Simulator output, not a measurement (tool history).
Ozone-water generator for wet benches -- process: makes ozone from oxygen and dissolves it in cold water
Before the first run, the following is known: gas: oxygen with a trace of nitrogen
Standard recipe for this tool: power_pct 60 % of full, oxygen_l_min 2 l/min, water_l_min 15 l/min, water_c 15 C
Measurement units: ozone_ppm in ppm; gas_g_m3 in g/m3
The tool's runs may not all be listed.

{"run": 1, "hour": 0.0, "power_pct": 60, "oxygen_l_min": 2, "water_l_min": 15, "water_c": 15, "ozone_ppm": 10.2, "gas_g_m3": 130.8}
{"run": 2, "hour": 44.8, "power_pct": 60, "oxygen_l_min": 2, "water_l_min": 15, "water_c": 15, "ozone_ppm": 10.2, "gas_g_m3": 133.4}
{"run": 3, "hour": 78.3, "power_pct": 60, "oxygen_l_min": 2, "water_l_min": 15, "water_c": 15, "ozone_ppm": 10.5, "gas_g_m3": 133}
{"run": 4, "hour": 115.6, "power_pct": 60, "oxygen_l_min": 2, "water_l_min": 15, "water_c": 15, "ozone_ppm": 10.1, "gas_g_m3": 132.9}
{"run": 5, "hour": 153.9, "power_pct": 60, "oxygen_l_min": 2, "water_l_min": 15, "water_c": 15, "ozone_ppm": 10.3, "gas_g_m3": 132.4}
{"run": 6, "hour": 197.2, "power_pct": 60, "oxygen_l_min": 2, "water_l_min": 15, "water_c": 15, "ozone_ppm": 10.3, "gas_g_m3": 131.7}
{"run": 7, "hour": 245.9, "power_pct": 53, "oxygen_l_min": 2, "water_l_min": 15, "water_c": 15, "ozone_ppm": 9.1, "gas_g_m3": 116.9}
{"run": 8, "hour": 297.2, "power_pct": 53, "oxygen_l_min": 2, "water_l_min": 15, "water_c": 15, "ozone_ppm": 8.9, "gas_g_m3": 117.4}
{"run": 9, "hour": 342.7, "power_pct": 60, "oxygen_l_min": 2, "water_l_min": 15, "water_c": 15, "ozone_ppm": 10.1, "gas_g_m3": 133}
{"run": 10, "hour": 391.4, "power_pct": 60, "oxygen_l_min": 2, "water_l_min": 15, "water_c": 15, "ozone_ppm": 10.3, "gas_g_m3": 133.2}
{"run": 11, "hour": 452.4, "power_pct": 60, "oxygen_l_min": 2, "water_l_min": 15, "water_c": 15, "ozone_ppm": 10.4, "gas_g_m3": 131.5}
{"run": 12, "hour": 501.1, "power_pct": 60, "oxygen_l_min": 2, "water_l_min": 15, "water_c": 15, "ozone_ppm": 10.3, "gas_g_m3": 132.9}
{"run": 13, "hour": 534.7, "power_pct": 60, "oxygen_l_min": 2, "water_l_min": 15, "water_c": 7, "ozone_ppm": 10.9, "gas_g_m3": 132.9}
{"run": 14, "hour": 587.0, "power_pct": 63, "oxygen_l_min": 2, "water_l_min": 14, "water_c": 8, "ozone_ppm": 12, "gas_g_m3": 138.2}
{"run": 15, "hour": 642.6, "power_pct": 63, "oxygen_l_min": 2, "water_l_min": 14, "water_c": 8, "ozone_ppm": 12.1, "gas_g_m3": 137.3}
{"run": 16, "hour": 693.3, "power_pct": 60, "oxygen_l_min": 2.3, "water_l_min": 15, "water_c": 15, "ozone_ppm": 10.3, "gas_g_m3": 123}
{"run": 17, "hour": 742.4, "power_pct": 60, "oxygen_l_min": 2.3, "water_l_min": 15, "water_c": 15, "ozone_ppm": 10.3, "gas_g_m3": 121.8}
{"run": 18, "hour": 768.8, "power_pct": 56, "oxygen_l_min": 1.03, "water_l_min": 15, "water_c": 10, "ozone_ppm": 8.4, "gas_g_m3": 179.1}
{"run": 19, "hour": 800.1, "power_pct": 60, "oxygen_l_min": 2.53, "water_l_min": 10, "water_c": 19, "ozone_ppm": 13.8, "gas_g_m3": 114.8}
{"run": 20, "hour": 842.8, "power_pct": 60, "oxygen_l_min": 2.53, "water_l_min": 10, "water_c": 19, "ozone_ppm": 13.4, "gas_g_m3": 116.8}
{"run": 21, "hour": 901.5, "power_pct": 60, "oxygen_l_min": 2.17, "water_l_min": 12, "water_c": 19, "ozone_ppm": 11.8, "gas_g_m3": 125.8}
{"run": 22, "hour": 940.4, "power_pct": 55, "oxygen_l_min": 3.25, "water_l_min": 23, "water_c": 8, "ozone_ppm": 7.5, "gas_g_m3": 93.3}
{"run": 23, "hour": 981.2, "power_pct": 55, "oxygen_l_min": 3.25, "water_l_min": 23, "water_c": 8, "ozone_ppm": 7.2, "gas_g_m3": 92.8}
{"run": 24, "hour": 1036.9, "power_pct": 67, "oxygen_l_min": 2, "water_l_min": 16, "water_c": 20, "ozone_ppm": 10.2, "gas_g_m3": 147}
{"run": 25, "hour": 1076.2, "power_pct": 67, "oxygen_l_min": 1.01, "water_l_min": 16, "water_c": 20, "ozone_ppm": 8.8, "gas_g_m3": 212.8}

4 ways to go on from here, each from the tool as it stands after run 25. What would each give?
{"run": "A", "hour": 1109.1, "power_pct": 62, "oxygen_l_min": 1.01, "water_l_min": 16, "water_c": 17, "ozone_ppm": "?", "gas_g_m3": "?"}
{"run": "B", "hour": 1109.1, "power_pct": 81, "oxygen_l_min": 1.29, "water_l_min": 16, "water_c": 20, "ozone_ppm": "?", "gas_g_m3": "?"}
{"run": "C", "hour": 1109.1, "power_pct": 67, "oxygen_l_min": 1.01, "water_l_min": 16, "water_c": 8, "ozone_ppm": "?", "gas_g_m3": "?"}
{"run": "D", "hour": 1109.1, "power_pct": 60, "oxygen_l_min": 2, "water_l_min": 15, "water_c": 13, "ozone_ppm": "?", "gas_g_m3": "?"}

run=A ozone_ppm=8.5 gas_g_m3=196.9
run=B ozone_ppm=11 gas_g_m3=222.7
run=C ozone_ppm=9.4 gas_g_m3=215.7
run=D ozone_ppm=10.4 gas_g_m3=132.5
The same runs, with their run-to-run variation unchanged, on a tool lacking any hidden condition would have given:
run=A ozone_ppm=8.5 gas_g_m3=197.2
run=B ozone_ppm=11.1 gas_g_m3=223.2
run=C ozone_ppm=9.4 gas_g_m3=216.1
run=D ozone_ppm=10.4 gas_g_m3=132.7

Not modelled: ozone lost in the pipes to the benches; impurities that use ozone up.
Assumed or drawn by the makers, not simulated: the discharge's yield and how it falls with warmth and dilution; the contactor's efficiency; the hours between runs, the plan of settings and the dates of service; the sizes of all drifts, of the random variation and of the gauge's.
